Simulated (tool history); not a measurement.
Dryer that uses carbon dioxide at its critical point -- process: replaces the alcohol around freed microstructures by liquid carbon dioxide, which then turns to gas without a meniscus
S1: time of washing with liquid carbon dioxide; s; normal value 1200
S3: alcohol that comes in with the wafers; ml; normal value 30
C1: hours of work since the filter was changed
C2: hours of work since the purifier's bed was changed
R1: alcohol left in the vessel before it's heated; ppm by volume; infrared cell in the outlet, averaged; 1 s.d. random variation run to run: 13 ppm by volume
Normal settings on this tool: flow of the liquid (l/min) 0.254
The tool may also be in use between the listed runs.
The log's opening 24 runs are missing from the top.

At hour 891.2: inlet filter changed.
Run 25, hour 924.7: usual settings but S1 1860 s, flow of the liquid (l/min) 0.383; C1 14; C2 195. Result: R1 129 ppm by volume.
Run 26, hour 966.8: usual settings but S1 1860 s, flow of the liquid (l/min) 0.383; C1 31; C2 212. Result: R1 130 ppm by volume.
Run 27, hour 999.4: usual settings but S1 1860 s, flow of the liquid (l/min) 0.383, S3 82 ml; C1 44; C2 226. Result: R1 158 ppm by volume.
Run 28, hour 1027.7: usual settings but S1 1020 s, flow of the liquid (l/min) 0.296, S3 34 ml; C1 56; C2 237. Result: R1 1237 ppm by volume.
Run 29, hour 1057.2: usual settings but S1 960 s, flow of the liquid (l/min) 0.234, S3 106 ml; C1 68; C2 249. Result: R1 8105 ppm by volume.
Run 30, hour 1096.4: usual settings but S1 1080 s, flow of the liquid (l/min) 0.208; C1 84; C2 265. Result: R1 2442 ppm by volume.
Run 31, hour 1136.8: usual settings but S1 1080 s, flow of the liquid (l/min) 0.208; C1 100; C2 282. Result: R1 2499 ppm by volume.
Run 32, hour 1181: usual settings but S1 720 s, flow of the liquid (l/min) 0.164, S3 24 ml; C1 118; C2 300. Result: R1 6502 ppm by volume.
Run 33, hour 1203.9: usual settings but S1 1080 s, flow of the liquid (l/min) 0.212, S3 39 ml; C1 128; C2 309. Result: R1 3119 ppm by volume.
Run 34, hour 1248.2: usual settings but S1 1080 s, flow of the liquid (l/min) 0.212, S3 39 ml; C1 146; C2 327. Result: R1 3182 ppm by volume.
Run 35, hour 1298: usual settings but S1 1560 s, flow of the liquid (l/min) 0.328, S3 78 ml; C1 166; C2 348. Result: R1 490 ppm by volume.
Run 36, hour 1346: usual settings but flow of the liquid (l/min) 0.175, S3 28 ml; C1 186; C2 367. Result: R1 2948 ppm by volume.
Run 37, hour 1397.9: usual settings but flow of the liquid (l/min) 0.175, S3 28 ml; C1 207; C2 389. Result: R1 2893 ppm by volume.
Run 38, hour 1449.2: usual settings but flow of the liquid (l/min) 0.175, S3 28 ml; C1 228; C2 410. Result: R1 3095 ppm by volume.
Run 39, hour 1480.7: usual settings but S1 1020 s, flow of the liquid (l/min) 0.178, S3 44 ml; C1 241; C2 422. Result: R1 6361 ppm by volume.
Run 40, hour 1505.5: usual settings but flow of the liquid (l/min) 0.289; C1 251; C2 433. Result: R1 1005 ppm by volume.
Run 41, hour 1536.6: usual settings but flow of the liquid (l/min) 0.289; C1 264; C2 445. Result: R1 1007 ppm by volume.
Run 42, hour 1572.7: usual settings but flow of the liquid (l/min) 0.289; C1 279; C2 460. Result: R1 1025 ppm by volume.
At hour 1585.9: inlet filter changed.
Run 43, hour 1604.7: usual settings but S1 960 s, flow of the liquid (l/min) 0.185, S3 21 ml; C1 8; C2 473. Result: R1 2761 ppm by volume.
Run 44, hour 1655.7: usual settings but S1 720 s, flow of the liquid (l/min) 0.379, S3 48 ml; C1 29; C2 494. Result: R1 2395 ppm by volume.
Run 45, hour 1683.4: usual settings but S1 840 s, flow of the liquid (l/min) 0.171, S3 45 ml; C1 40; C2 505. Result: R1 8759 ppm by volume.
At hour 1719.6: purifier's bed changed.
Run 46, hour 1733.1: usual settings but S3 34 ml; C1 59; C2 6. Result: R1 1019 ppm by volume.

Below are 5 alternative next runs, each starting from the tool's condition after run 46. Predict each:
Run A, hour 1773.9: usual settings but flow of the liquid (l/min) 0.357, S3 53 ml; C1 76; C2 22. Result: R1 ?.
Run B, hour 1773.9: usual settings but S1 720 s; C1 76; C2 22. Result: R1 ?.
Run C, hour 1773.9: usual settings but S1 780 s, S3 110 ml; C1 76; C2 22. Result: R1 ?.
Run D, hour 1773.9: usual settings but S1 1320 s, S3 22 ml; C1 76; C2 22. Result: R1 ?.
Run E, hour 1773.9: usual settings but S1 1560 s, flow of the liquid (l/min) 0.197, S3 34 ml; C1 76; C2 22. Result: R1 ?.

run     R1
  A    426
  B   3756
  C  11228
  D    480
  E    971
Had the tool no hidden state, the same runs would have come out as:
run     R1
  A    354
  B   3498
  C  10422
  D    413
  E    854
